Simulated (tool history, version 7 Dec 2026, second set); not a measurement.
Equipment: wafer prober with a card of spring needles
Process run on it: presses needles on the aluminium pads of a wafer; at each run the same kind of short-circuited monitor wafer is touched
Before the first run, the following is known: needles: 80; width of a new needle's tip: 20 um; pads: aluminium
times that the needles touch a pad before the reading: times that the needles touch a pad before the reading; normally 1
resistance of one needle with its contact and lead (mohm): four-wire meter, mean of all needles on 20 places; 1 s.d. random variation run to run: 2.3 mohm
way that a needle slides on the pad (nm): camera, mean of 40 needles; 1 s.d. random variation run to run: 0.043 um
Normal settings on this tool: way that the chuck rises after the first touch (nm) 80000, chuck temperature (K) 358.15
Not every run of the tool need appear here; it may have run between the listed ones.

run,hour,way that the chuck rises after the first touch (nm),chuck temperature (K),times that the needles touch a pad before the reading,resistance of one needle with its contact and lead (mohm),way that a needle slides on the pad (nm)
1,0,80000,358.15,1,259,19950
# hour 3.4: tips cleaned on abrasive film
# hour 17.4: tips cleaned on abrasive film
2,19.7,80000,358.15,1,256,19910
# hour 30.7: tips cleaned on abrasive film
3,37.4,80000,305.15,1,240,20000
# hour 43.8: tips cleaned on abrasive film
4,55.2,80000,305.15,1,241,19900
# hour 57.2: tips cleaned on abrasive film
# hour 70.7: tips cleaned on abrasive film
5,76.3,80000,305.15,1,245,19850
# hour 84.1: tips cleaned on abrasive film
# hour 97.3: tips cleaned on abrasive film
6,97.3,80000,305.15,1,244,19820
# hour 111.2: tips cleaned on abrasive film
7,112.1,80000,305.15,1,247,19890
# hour 125.7: tips cleaned on abrasive film
8,131.2,80000,305.15,1,244,19840
# hour 138.8: tips cleaned on abrasive film
# hour 145.2: height of the first contact set anew
9,145.3,80000,305.15,1,245,19890
# hour 153.3: tips cleaned on abrasive film
# hour 166.2: tips cleaned on abrasive film
10,166.2,80000,326.15,1,248,19870
# hour 179.3: tips cleaned on abrasive film
11,182.4,80000,358.15,1,261,19860
# hour 192.7: tips cleaned on abrasive film
12,195.9,80000,358.15,1,259,19810
# hour 205.8: tips cleaned on abrasive film
13,211.5,80000,358.15,1,259,19870
# hour 218.9: tips cleaned on abrasive film
14,226.6,80000,358.15,3,257,19800
# hour 233.1: tips cleaned on abrasive film
15,243.7,80000,358.15,1,263,19810
# hour 246.8: tips cleaned on abrasive film
16,254,80000,358.15,1,261,19810
# hour 261: tips cleaned on abrasive film
17,268.3,80000,358.15,1,261,19740
# hour 275.4: tips cleaned on abrasive film
18,278.8,80000,358.15,1,260,19760
# hour 288.9: tips cleaned on abrasive film
19,288.9,80000,358.15,3,259,19760
20,300.5,80000,358.15,3,258,19750
# hour 302.4: tips cleaned on abrasive film
# hour 315.5: tips cleaned on abrasive film
21,319.7,80000,358.15,3,259,19710
# hour 328.5: tips cleaned on abrasive film
22,334.3,80000,358.15,3,259,19770
# hour 342.6: tips cleaned on abrasive film
23,347.5,80000,358.15,3,262,19760
# hour 356.6: tips cleaned on abrasive film
24,358.8,78000,299.15,2,242,19120
# hour 370.2: tips cleaned on abrasive film
25,370.2,80000,327.15,1,251,19710
26,379.8,80000,327.15,2,251,19740
# hour 384.2: tips cleaned on abrasive film
27,391.8,80000,327.15,2,252,19740
# hour 397.2: tips cleaned on abrasive film
28,402.5,93000,344.15,2,257,22860
# hour 404.7: height of the first contact set anew
# hour 411.3: tips cleaned on abrasive film
29,419.2,62000,395.15,2,285,15240
# hour 425.4: tips cleaned on abrasive film
# hour 426.5: gauge calibrated
# hour 439.2: tips cleaned on abrasive film
30,440.7,63000,301.15,2,248,15640
# hour 452.8: tips cleaned on abrasive film
31,460.4,66000,358.15,1,268,16350

Pick out some run-to-run changes in way that a needle slides on the pad (nm). Of each, how much would a tool without hidden state show as well, from the settings, what came in and chance, and how much is left for the hidden state and any gauge scatter not in both results compared?
The hidden state here: debris on the tips, nm; way that the needles fall short of the set height, um; tips' diameter, um; drift of the gauge itself on contact_mohm, %; drift of the gauge itself on scrub_um, %.
Run 27 -> 28: way that the chuck rises after the first touch (nm) 80000 -> 93000, chuck temperature (K) 327.15 -> 344.15, tips cleaned on abrasive film. way that a needle slides on the pad (nm) +3120: hidden state -40, all else +3160.
Run 28 -> 29: way that the chuck rises after the first touch (nm) 93000 -> 62000, chuck temperature (K) 344.15 -> 395.15, height of the first contact set anew, tips cleaned on abrasive film. way that a needle slides on the pad (nm) -7620: hidden state +80, all else -7700.
Run 29 -> 30: way that the chuck rises after the first touch (nm) 62000 -> 63000, chuck temperature (K) 395.15 -> 301.15, tips cleaned on abrasive film, gauge calibrated, tips cleaned on abrasive film. way that a needle slides on the pad (nm) +400: hidden state +160, all else +240.
Run 30 -> 31: way that the chuck rises after the first touch (nm) 63000 -> 66000, chuck temperature (K) 301.15 -> 358.15, times that the needles touch a pad before the reading 2 -> 1, tips cleaned on abrasive film. way that a needle slides on the pad (nm) +710: hidden state +0, all else +710.
